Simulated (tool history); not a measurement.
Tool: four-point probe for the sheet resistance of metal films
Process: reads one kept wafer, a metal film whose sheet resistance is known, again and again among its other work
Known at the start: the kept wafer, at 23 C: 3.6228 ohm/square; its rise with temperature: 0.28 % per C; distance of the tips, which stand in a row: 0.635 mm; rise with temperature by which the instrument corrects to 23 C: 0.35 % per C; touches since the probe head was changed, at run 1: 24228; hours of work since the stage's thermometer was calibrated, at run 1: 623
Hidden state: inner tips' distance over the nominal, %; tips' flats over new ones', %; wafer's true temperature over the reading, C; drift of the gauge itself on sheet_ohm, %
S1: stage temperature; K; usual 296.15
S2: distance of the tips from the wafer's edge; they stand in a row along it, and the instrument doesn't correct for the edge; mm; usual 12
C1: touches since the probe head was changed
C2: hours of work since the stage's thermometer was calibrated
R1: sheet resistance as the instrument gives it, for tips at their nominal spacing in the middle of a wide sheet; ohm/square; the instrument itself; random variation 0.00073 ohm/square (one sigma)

{"run": 1, "hour": 0.0, "S1": 296.15, "S2": 12, "C1": 24228, "C2": 623, "R1": 3.6256}
{"run": 2, "hour": 18.5, "S1": 296.15, "S2": 12, "C1": 24809, "C2": 637, "R1": 3.624998}
{"run": 3, "hour": 31.6, "S1": 296.15, "S2": 4, "C1": 25223, "C2": 647, "R1": 3.667895}
{"run": 4, "hour": 55.4, "S1": 296.15, "S2": 4, "C1": 25970, "C2": 664, "R1": 3.667825}
{"run": 5, "hour": 69.9, "S1": 296.15, "S2": 4, "C1": 26425, "C2": 675, "R1": 3.667386}
{"run": 6, "hour": 88.2, "S1": 296.15, "S2": 4, "C1": 27003, "C2": 689, "R1": 3.667654}
{"run": 7, "hour": 110.6, "S1": 293.15, "S2": 12, "C1": 27708, "C2": 706, "R1": 3.630608}
{"run": 8, "hour": 141.4, "S1": 293.15, "S2": 12, "C1": 28676, "C2": 729, "R1": 3.630345}
{"run": 9, "hour": 160.0, "S1": 293.15, "S2": 12, "C1": 29261, "C2": 744, "R1": 3.630806}
{"run": 10, "hour": 177.7, "S1": 293.15, "S2": 12, "C1": 29817, "C2": 757, "R1": 3.630767}
{"run": 11, "hour": 201.0, "S1": 296.15, "S2": 12, "C1": 30551, "C2": 775, "R1": 3.624656}
{"run": 12, "hour": 214.2, "S1": 296.15, "S2": 12, "C1": 30963, "C2": 784, "R1": 3.623841}
{"run": 13, "hour": 230.0, "S1": 296.15, "S2": 12, "C1": 31463, "C2": 796, "R1": 3.624741}
{"run": 14, "hour": 245.1, "S1": 296.15, "S2": 12, "C1": 31937, "C2": 808, "R1": 3.623156}
{"run": 15, "hour": 271.4, "S1": 296.15, "S2": 12, "C1": 32764, "C2": 828, "R1": 3.622799}
{"run": 16, "hour": 298.4, "S1": 296.15, "S2": 12, "C1": 33614, "C2": 848, "R1": 3.623192}
{"run": 17, "hour": 320.7, "S1": 291.15, "S2": 12, "C1": 34313, "C2": 865, "R1": 3.635537}
{"run": 18, "hour": 339.8, "S1": 296.15, "S2": 12, "C1": 34917, "C2": 879, "R1": 3.623278}
{"run": 19, "hour": 360.8, "S1": 296.15, "S2": 61, "C1": 35574, "C2": 895, "R1": 3.616773}
{"run": 20, "hour": 386.8, "S1": 296.15, "S2": 61, "C1": 36395, "C2": 915, "R1": 3.617033}
{"run": 21, "hour": 408.3, "S1": 296.15, "S2": 61, "C1": 37069, "C2": 931, "R1": 3.617746}
{"run": 22, "hour": 437.8, "S1": 296.15, "S2": 61, "C1": 37998, "C2": 953, "R1": 3.61689}
{"run": 23, "hour": 460.7, "S1": 296.15, "S2": 12, "C1": 38717, "C2": 971, "R1": 3.62167}
{"run": 24, "hour": 485.0, "S1": 307.15, "S2": 4, "C1": 39481, "C2": 989, "R1": 3.639475}
{"run": 25, "hour": 504.7, "S1": 297.15, "S2": 39, "C1": 40100, "C2": 1004, "R1": 3.613197}
{"run": 26, "hour": 534.8, "S1": 292.15, "S2": 35, "C1": 41048, "C2": 1027, "R1": 3.625279}
{"run": 27, "hour": 558.3, "S1": 292.15, "S2": 35, "C1": 41788, "C2": 1045, "R1": 3.626439}
{"run": 28, "hour": 579.0, "S1": 292.15, "S2": 9, "C1": 42439, "C2": 1060, "R1": 3.634417}
{"run": 29, "hour": 600.9, "S1": 303.15, "S2": 26, "C1": 43127, "C2": 1077, "R1": 3.600944}
{"run": 30, "hour": 614.0, "S1": 303.15, "S2": 21, "C1": 43540, "C2": 1087, "R1": 3.601141}
{"run": 31, "hour": 639.9, "S1": 298.15, "S2": 6, "C1": 44353, "C2": 1106, "R1": 3.632872}
{"run": 32, "hour": 669.8, "S1": 308.15, "S2": 5, "C1": 45294, "C2": 1129, "R1": 3.6197}
{"run": 33, "hour": 694.7, "S1": 293.15, "S2": 30, "C1": 46076, "C2": 1148, "R1": 3.622852}
{"run": 34, "hour": 709.2, "S1": 292.15, "S2": 8, "C1": 46532, "C2": 1159, "R1": 3.635848}
{"run": 35, "hour": 728.4, "S1": 297.15, "S2": 30, "C1": 47137, "C2": 1173, "R1": 3.613381}
{"run": 36, "hour": 749.9, "S1": 297.15, "S2": 30, "C1": 47814, "C2": 1189, "R1": 3.612353}
{"run": 37, "hour": 764.6, "S1": 306.15, "S2": 24, "C1": 48274, "C2": 1200, "R1": 3.594387}
{"run": 38, "hour": 777.6, "S1": 293.15, "S2": 6, "C1": 48683, "C2": 1210, "R1": 3.643502}
{"run": 39, "hour": 795.7, "S1": 308.15, "S2": 20, "C1": 49254, "C2": 1224, "R1": 3.588957}
{"run": 40, "hour": 810.3, "S1": 302.15, "S2": 73, "C1": 49712, "C2": 1235, "R1": 3.601109}
{"run": 41, "hour": 836.8, "S1": 295.15, "S2": 5, "C1": 50545, "C2": 1255, "R1": 3.647739}
{"run": 42, "hour": 855.3, "S1": 296.15, "S2": 6, "C1": 51127, "C2": 1269, "R1": 3.635941}
{"run": 43, "hour": 872.5, "S1": 294.15, "S2": 12, "C1": 51669, "C2": 1282, "R1": 3.623431}
{"run": 44, "hour": 903.1, "S1": 307.15, "S2": 69, "C1": 52632, "C2": 1305, "R1": 3.589377}
{"run": 45, "hour": 924.5, "S1": 306.15, "S2": 47, "C1": 53305, "C2": 1321, "R1": 3.591359}

3 ways to go on from here, each from the tool as it stands after run 45. What would each give?
{"run": "A", "hour": 949.9, "S1": 295.15, "S2": 14, "C1": 54104, "C2": 1340, "R1": "?"}
{"run": "B", "hour": 949.9, "S1": 306.15, "S2": 24, "C1": 54104, "C2": 1340, "R1": "?"}
{"run": "C", "hour": 949.9, "S1": 294.15, "S2": 7, "C1": 54104, "C2": 1340, "R1": "?"}

run=A R1=3.618834
run=B R1=3.592674
run=C R1=3.633870
Without the tool's hidden state the same runs would have given:
run=A R1=3.628969
run=B R1=3.602557
run=C R1=3.644063
